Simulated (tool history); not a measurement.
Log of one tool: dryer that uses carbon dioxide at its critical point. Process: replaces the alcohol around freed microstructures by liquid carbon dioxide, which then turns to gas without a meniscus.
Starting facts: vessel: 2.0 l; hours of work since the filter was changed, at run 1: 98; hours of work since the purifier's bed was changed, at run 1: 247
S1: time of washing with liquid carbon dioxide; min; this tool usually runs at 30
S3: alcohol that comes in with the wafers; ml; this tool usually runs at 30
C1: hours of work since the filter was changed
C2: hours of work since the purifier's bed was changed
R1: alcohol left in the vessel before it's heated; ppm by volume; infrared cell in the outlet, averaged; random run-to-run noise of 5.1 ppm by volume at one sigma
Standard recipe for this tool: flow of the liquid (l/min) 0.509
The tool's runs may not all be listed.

Run 1, hour 0.0: usual settings; C1 98; C2 247. Result: R1 104 ppm by volume.
Run 2, hour 22.2: usual settings; C1 110; C2 258. Result: R1 108 ppm by volume.
Run 3, hour 63.6: usual settings; C1 132; C2 280. Result: R1 118 ppm by volume.
Run 4, hour 93.5: usual settings; C1 148; C2 296. Result: R1 129 ppm by volume.
Run 5, hour 117.4: usual settings; C1 160; C2 309. Result: R1 120 ppm by volume.
Run 6, hour 164.0: usual settings; C1 185; C2 333. Result: R1 139 ppm by volume.
Run 7, hour 190.6: usual settings; C1 199; C2 347. Result: R1 145 ppm by volume.
Run 8, hour 215.0: usual settings; C1 212; C2 360. Result: R1 135 ppm by volume.
Run 9, hour 262.9: usual settings; C1 237; C2 386. Result: R1 150 ppm by volume.
Run 10, hour 311.0: usual settings; C1 263; C2 411. Result: R1 159 ppm by volume.
Run 11, hour 360.7: usual settings; C1 289; C2 437. Result: R1 161 ppm by volume.
Run 12, hour 410.5: usual settings; C1 315; C2 463. Result: R1 178 ppm by volume.
Run 13, hour 434.6: usual settings; C1 328; C2 476. Result: R1 175 ppm by volume.
Run 14, hour 462.0: usual settings but S1 38 min; C1 342; C2 491. Result: R1 122 ppm by volume.
Run 15, hour 501.0: usual settings but S1 38 min; C1 363; C2 511. Result: R1 114 ppm by volume.
At hour 520.4: inlet filter changed.
Run 16, hour 526.7: usual settings but S1 38 min; C1 3; C2 524. Result: R1 125 ppm by volume.
Run 17, hour 556.8: usual settings but S3 95 ml; C1 19; C2 540. Result: R1 261 ppm by volume.
Run 18, hour 603.6: usual settings but S3 77 ml; C1 44; C2 565. Result: R1 242 ppm by volume.
Run 19, hour 635.1: usual settings but S3 77 ml; C1 61; C2 582. Result: R1 242 ppm by volume.
Run 20, hour 677.1: usual settings but S3 77 ml; C1 83; C2 604. Result: R1 248 ppm by volume.
Run 21, hour 707.2: usual settings but S3 77 ml; C1 99; C2 620. Result: R1 254 ppm by volume.
Run 22, hour 735.1: usual settings but S3 77 ml; C1 113; C2 634. Result: R1 260 ppm by volume.
Run 23, hour 756.9: usual settings but S3 77 ml; C1 125; C2 646. Result: R1 279 ppm by volume.
Run 24, hour 801.8: usual settings but S3 77 ml; C1 149; C2 670. Result: R1 286 ppm by volume.
Run 25, hour 828.7: usual settings but flow of the liquid (l/min) 0.383, S3 41 ml; C1 163; C2 684. Result: R1 493 ppm by volume.
Run 26, hour 860.2: usual settings but S1 21 min, flow of the liquid (l/min) 0.383, S3 25 ml; C1 179; C2 700. Result: R1 878 ppm by volume.
Run 27, hour 909.0: usual settings but S1 47 min, flow of the liquid (l/min) 0.646, S3 46 ml; C1 205; C2 726. Result: R1 154 ppm by volume.
Run 28, hour 929.9: usual settings but S1 47 min, flow of the liquid (l/min) 0.646, S3 46 ml; C1 216; C2 737. Result: R1 146 ppm by volume.
Run 29, hour 976.1: usual settings but S1 47 min, flow of the liquid (l/min) 0.646, S3 46 ml; C1 241; C2 762. Result: R1 152 ppm by volume.
Run 30, hour 1019.1: usual settings but S1 27 min, flow of the liquid (l/min) 0.317, S3 27 ml; C1 263; C2 784. Result: R1 906 ppm by volume.
Run 31, hour 1056.2: usual settings but S1 37 min, flow of the liquid (l/min) 0.619, S3 46 ml; C1 283; C2 804. Result: R1 171 ppm by volume.
Run 32, hour 1101.4: usual settings but flow of the liquid (l/min) 0.579; C1 307; C2 828. Result: R1 212 ppm by volume.
Run 33, hour 1137.7: usual settings but S1 47 min, flow of the liquid (l/min) 0.336, S3 21 ml; C1 326; C2 847. Result: R1 226 ppm by volume.
Run 34, hour 1182.0: usual settings but S1 44 min, flow of the liquid (l/min) 0.777, S3 46 ml; C1 350; C2 871. Result: R1 171 ppm by volume.
At hour 1224.9: inlet filter changed.
Run 35, hour 1224.9: usual settings but S1 44 min, flow of the liquid (l/min) 0.675; C1 0; C2 893. Result: R1 184 ppm by volume.
Run 36, hour 1249.0: usual settings but S1 38 min, flow of the liquid (l/min) 0.613, S3 80 ml; C1 13; C2 905. Result: R1 187 ppm by volume.
Run 37, hour 1274.2: usual settings but S3 69 ml; C1 26; C2 919. Result: R1 299 ppm by volume.
Run 38, hour 1316.0: usual settings but S1 33 min, flow of the liquid (l/min) 0.639, S3 23 ml; C1 48; C2 941. Result: R1 185 ppm by volume.
Run 39, hour 1366.5: usual settings but S1 33 min, flow of the liquid (l/min) 0.639, S3 23 ml; C1 75; C2 967. Result: R1 201 ppm by volume.

Expected results for the next run?
Run 40, hour 1391.6: usual settings but S1 33 min, flow of the liquid (l/min) 0.639, S3 23 ml; C1 88; C2 981. Result: R1 ?.

{"run 40": {"R1": 196}}
Take away the tool's hidden state, keep the run-to-run variation as it was, and the same run would have given R1 2 ppm by volume.
